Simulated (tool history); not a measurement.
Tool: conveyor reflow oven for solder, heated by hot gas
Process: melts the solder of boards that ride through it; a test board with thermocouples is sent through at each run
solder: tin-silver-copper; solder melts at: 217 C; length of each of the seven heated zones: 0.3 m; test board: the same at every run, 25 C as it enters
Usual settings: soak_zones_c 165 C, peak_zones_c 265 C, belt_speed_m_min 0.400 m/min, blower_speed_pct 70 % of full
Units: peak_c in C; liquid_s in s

run 1 hour=0.0 | soak_zones_c=165 peak_zones_c=265 belt_speed_m_min=0.400 blower_speed_pct=70 | peak_c=241.3 liquid_s=50.8
run 2 hour=35.1 | soak_zones_c=165 peak_zones_c=265 belt_speed_m_min=0.400 blower_speed_pct=70 | peak_c=241.1 liquid_s=50.8
run 3 hour=70.2 | soak_zones_c=165 peak_zones_c=265 belt_speed_m_min=0.400 blower_speed_pct=70 | peak_c=241.0 liquid_s=50.9
run 4 hour=94.5 | soak_zones_c=165 peak_zones_c=265 belt_speed_m_min=0.400 blower_speed_pct=70 | peak_c=240.9 liquid_s=50.5
run 5 hour=120.0 | soak_zones_c=165 peak_zones_c=265 belt_speed_m_min=0.400 blower_speed_pct=70 | peak_c=240.7 liquid_s=50.7
run 6 hour=135.5 | soak_zones_c=173 peak_zones_c=265 belt_speed_m_min=0.400 blower_speed_pct=70 | peak_c=242.9 liquid_s=55.8
-- hour=142.9 flux residue cleaned out of gas plates and filters
run 7 hour=166.1 | soak_zones_c=173 peak_zones_c=277 belt_speed_m_min=0.400 blower_speed_pct=70 | peak_c=254.4 liquid_s=67.6
run 8 hour=188.2 | soak_zones_c=165 peak_zones_c=265 belt_speed_m_min=0.417 blower_speed_pct=70 | peak_c=240.6 liquid_s=47.9
run 9 hour=215.0 | soak_zones_c=165 peak_zones_c=265 belt_speed_m_min=0.382 blower_speed_pct=70 | peak_c=244.1 liquid_s=57.7
run 10 hour=252.5 | soak_zones_c=165 peak_zones_c=265 belt_speed_m_min=0.382 blower_speed_pct=70 | peak_c=243.7 liquid_s=57.9
run 11 hour=271.9 | soak_zones_c=165 peak_zones_c=265 belt_speed_m_min=0.382 blower_speed_pct=70 | peak_c=244.1 liquid_s=57.8
run 12 hour=292.0 | soak_zones_c=165 peak_zones_c=265 belt_speed_m_min=0.400 blower_speed_pct=70 | peak_c=242.5 liquid_s=51.9
run 13 hour=324.7 | soak_zones_c=165 peak_zones_c=265 belt_speed_m_min=0.339 blower_speed_pct=70 | peak_c=247.7 liquid_s=71.5
run 14 hour=362.5 | soak_zones_c=165 peak_zones_c=265 belt_speed_m_min=0.339 blower_speed_pct=70 | peak_c=247.2 liquid_s=71.0
run 15 hour=388.9 | soak_zones_c=165 peak_zones_c=265 belt_speed_m_min=0.339 blower_speed_pct=70 | peak_c=247.5 liquid_s=70.8
run 16 hour=416.7 | soak_zones_c=165 peak_zones_c=265 belt_speed_m_min=0.339 blower_speed_pct=70 | peak_c=247.4 liquid_s=70.6
run 17 hour=432.4 | soak_zones_c=151 peak_zones_c=270 belt_speed_m_min=0.377 blower_speed_pct=70 | peak_c=245.1 liquid_s=54.7
run 18 hour=458.4 | soak_zones_c=151 peak_zones_c=270 belt_speed_m_min=0.377 blower_speed_pct=70 | peak_c=244.6 liquid_s=54.6
run 19 hour=480.4 | soak_zones_c=162 peak_zones_c=255 belt_speed_m_min=0.369 blower_speed_pct=62 | peak_c=233.4 liquid_s=43.6
run 20 hour=516.5 | soak_zones_c=165 peak_zones_c=265 belt_speed_m_min=0.345 blower_speed_pct=70 | peak_c=246.3 liquid_s=68.5
run 21 hour=539.2 | soak_zones_c=174 peak_zones_c=265 belt_speed_m_min=0.400 blower_speed_pct=70 | peak_c=242.7 liquid_s=57.0
run 22 hour=565.4 | soak_zones_c=174 peak_zones_c=265 belt_speed_m_min=0.400 blower_speed_pct=70 | peak_c=242.6 liquid_s=56.8
run 23 hour=590.5 | soak_zones_c=165 peak_zones_c=265 belt_speed_m_min=0.440 blower_speed_pct=68 | peak_c=236.3 liquid_s=39.3
run 24 hour=607.4 | soak_zones_c=165 peak_zones_c=265 belt_speed_m_min=0.440 blower_speed_pct=68 | peak_c=236.2 liquid_s=39.4
run 25 hour=633.3 | soak_zones_c=165 peak_zones_c=265 belt_speed_m_min=0.340 blower_speed_pct=68 | peak_c=245.9 liquid_s=68.8
run 26 hour=654.1 | soak_zones_c=161 peak_zones_c=276 belt_speed_m_min=0.340 blower_speed_pct=68 | peak_c=254.7 liquid_s=76.4
-- hour=695.4 flux residue cleaned out of gas plates and filters
run 27 hour=695.4 | soak_zones_c=161 peak_zones_c=263 belt_speed_m_min=0.340 blower_speed_pct=68 | peak_c=244.8 liquid_s=66.7
run 28 hour=719.5 | soak_zones_c=161 peak_zones_c=263 belt_speed_m_min=0.340 blower_speed_pct=68 | peak_c=244.9 liquid_s=66.7
run 29 hour=752.7 | soak_zones_c=161 peak_zones_c=263 belt_speed_m_min=0.340 blower_speed_pct=68 | peak_c=245.0 liquid_s=66.7
run 30 hour=777.3 | soak_zones_c=161 peak_zones_c=263 belt_speed_m_min=0.340 blower_speed_pct=68 | peak_c=245.1 liquid_s=66.2
run 31 hour=810.0 | soak_zones_c=165 peak_zones_c=273 belt_speed_m_min=0.457 blower_speed_pct=70 | peak_c=242.4 liquid_s=44.7

3 ways to go on from here, each from the tool as it stands after run 31. What would each give?
run A hour=843.5 | soak_zones_c=165 peak_zones_c=277 belt_speed_m_min=0.457 blower_speed_pct=70 | peak_c=? liquid_s=?
run B hour=843.5 | soak_zones_c=165 peak_zones_c=254 belt_speed_m_min=0.342 blower_speed_pct=70 | peak_c=? liquid_s=?
run C hour=843.5 | soak_zones_c=175 peak_zones_c=273 belt_speed_m_min=0.395 blower_speed_pct=73 | peak_c=? liquid_s=?

run=A peak_c=245.7 liquid_s=48.2
run=B peak_c=237.8 liquid_s=58.3
run=C peak_c=251.3 liquid_s=68.0
Without the tool's hidden state the same runs would have given:
run=A peak_c=246.6 liquid_s=48.0
run=B peak_c=238.9 liquid_s=58.7
run=C peak_c=252.3 liquid_s=67.5
